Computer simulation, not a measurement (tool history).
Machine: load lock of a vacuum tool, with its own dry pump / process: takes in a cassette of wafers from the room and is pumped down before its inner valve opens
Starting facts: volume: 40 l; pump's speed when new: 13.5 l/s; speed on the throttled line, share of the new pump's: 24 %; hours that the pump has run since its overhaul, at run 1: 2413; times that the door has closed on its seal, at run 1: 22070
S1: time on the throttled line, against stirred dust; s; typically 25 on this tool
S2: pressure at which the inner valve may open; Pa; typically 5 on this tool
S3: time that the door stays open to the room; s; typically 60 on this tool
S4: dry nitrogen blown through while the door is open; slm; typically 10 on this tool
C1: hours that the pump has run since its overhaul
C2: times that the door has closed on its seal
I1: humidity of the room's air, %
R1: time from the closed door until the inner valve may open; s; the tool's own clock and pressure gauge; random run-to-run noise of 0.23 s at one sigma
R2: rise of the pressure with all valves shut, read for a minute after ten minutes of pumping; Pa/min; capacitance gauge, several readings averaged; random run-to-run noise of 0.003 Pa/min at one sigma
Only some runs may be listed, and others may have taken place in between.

run,hour,S1,S2,S3,S4,C1,C2,I1,R1,R2
1,0,25,5,60,10,2413,22070,43.4,48.8,0.029
2,79.6,16,5,60,10,2492,22303,42.9,42.3,0.024
3,143.7,16,5,154,10,2556,22490,46.2,42,0.043
4,203.3,16,5,154,10,2616,22664,44.8,42.4,0.032
5,336,25,5,60,7,2749,23053,46.5,48.4,0.032
6,417.1,25,5,60,7,2830,23290,42,49.1,0.028
7,504.5,25,5,60,7,2917,23546,43.1,48.8,0.031
8,638.3,25,5,35,7,3051,23937,46,49,0.027
9,697.8,25,7,60,10,3110,24112,44.1,48,0.024
10,779.7,25,5,60,10,3192,24351,45.8,48.7,0.032
# hour 801.3: door's seal changed, seat wiped
11,888.5,16,5,60,10,3300,255,44.5,42.4,0.033
12,952.7,16,5,60,10,3364,443,47.4,42.3,0.026
13,1027.7,16,5,60,10,3439,663,44.9,42,0.024
14,1144.5,16,5,60,10,3556,1004,43.9,42.4,0.029
15,1225.7,44,5,60,10,3637,1242,42.6,63.6,0.025
16,1336.4,44,5,60,10,3748,1566,43.8,63.4,0.024
17,1477.7,44,5,60,10,3889,1980,46.2,63.7,0.028
18,1590.4,25,5,60,10,4002,2309,42.6,48.9,0.023
19,1662.9,14,7,133,9,4074,2521,44.4,39.8,0.041
20,1791.7,14,7,133,9,4203,2898,43.1,39.5,0.033
21,1915.5,16,4,60,25,4327,3261,45.4,42.5,0.017
22,2003.9,16,4,60,25,4415,3519,45.1,43.1,0.016
23,2095.5,20,6,60,44,4507,3787,44,45,0.013
24,2180.9,15,5,60,10,4592,4037,44.5,41.6,0.027
25,2245.4,25,7,60,10,4657,4226,49.3,48.1,0.025
26,2350.3,48,4,143,36,4761,4533,46.6,67.2,0.015
27,2430.1,48,4,143,36,4841,4766,43.4,67,0.017
28,2558,48,4,143,36,4969,5141,45.2,67.5,0.011
29,2677.7,48,4,143,36,5089,5491,47.8,67.2,0.021
30,2803.3,48,4,143,36,5214,5858,43.7,67,0.012
31,2918.1,48,4,143,36,5329,6194,45.6,67.5,0.019
32,3031.7,48,4,143,36,5443,6527,46.8,67.1,0.017
33,3150.3,19,4,139,36,5561,6874,44.7,45.2,0.014
34,3215.8,19,4,139,36,5627,7066,44.6,45,0.012
35,3305.2,25,5,68,14,5716,7327,48.2,49,0.026

Across each entry between runs, compare the hidden state at the last listed run before it with the hidden state at the first listed run after it:
From run 10 to run 11: door's seal changed, seat wiped (hour 801.3)
  leak at the door's seal, Pa l/s: 0.0029 -> 0.002
